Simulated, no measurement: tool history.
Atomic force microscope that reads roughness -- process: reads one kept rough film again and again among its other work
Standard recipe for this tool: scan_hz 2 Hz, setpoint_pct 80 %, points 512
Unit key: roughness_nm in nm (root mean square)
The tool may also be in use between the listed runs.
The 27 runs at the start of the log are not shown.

| run | day | scan_hz | setpoint_pct | points | roughness_nm |
|---|---|---|---|---|---|
| 28 | 22.5 | 1.06 | 80 | 685 | 4.125 |
| 29 | 23.167 | 2.56 | 78 | 496 | 3.661 |
|  | 23.438 | new tip fitted |
| 30 | 24.208 | 1.23 | 73 | 496 | 4.228 |
| 31 | 25.029 | 1.23 | 87 | 522 | 3.849 |
| 32 | 25.658 | 1.96 | 71 | 622 | 4.05 |
| 33 | 26.183 | 2 | 67 | 391 | 4.152 |
| 34 | 27.029 | 2 | 67 | 391 | 4.132 |
| 35 | 27.642 | 1.81 | 55 | 479 | 4.432 |
|  | 27.75 | new tip fitted |
| 36 | 28.804 | 1.81 | 69 | 507 | 4.119 |
| 37 | 29.292 | 1.81 | 69 | 507 | 4.167 |

Alternative continuations, all from the tool just after run 37; predict every row:
| A | 29.917 | 1.1 | 59 | 512 | ? |
| B | 29.917 | 3.76 | 66 | 874 | ? |
| C | 29.917 | 1.34 | 90 | 555 | ? |

| run | roughness_nm |
|---|---|
| A | 4.426 |
| B | 3.828 |
| C | 3.717 |
Take away the tool's hidden state, keep each run's random variation, and the runs would have read:
| run | roughness_nm |
|---|---|
| A | 4.435 |
| B | 3.835 |
| C | 3.724 |
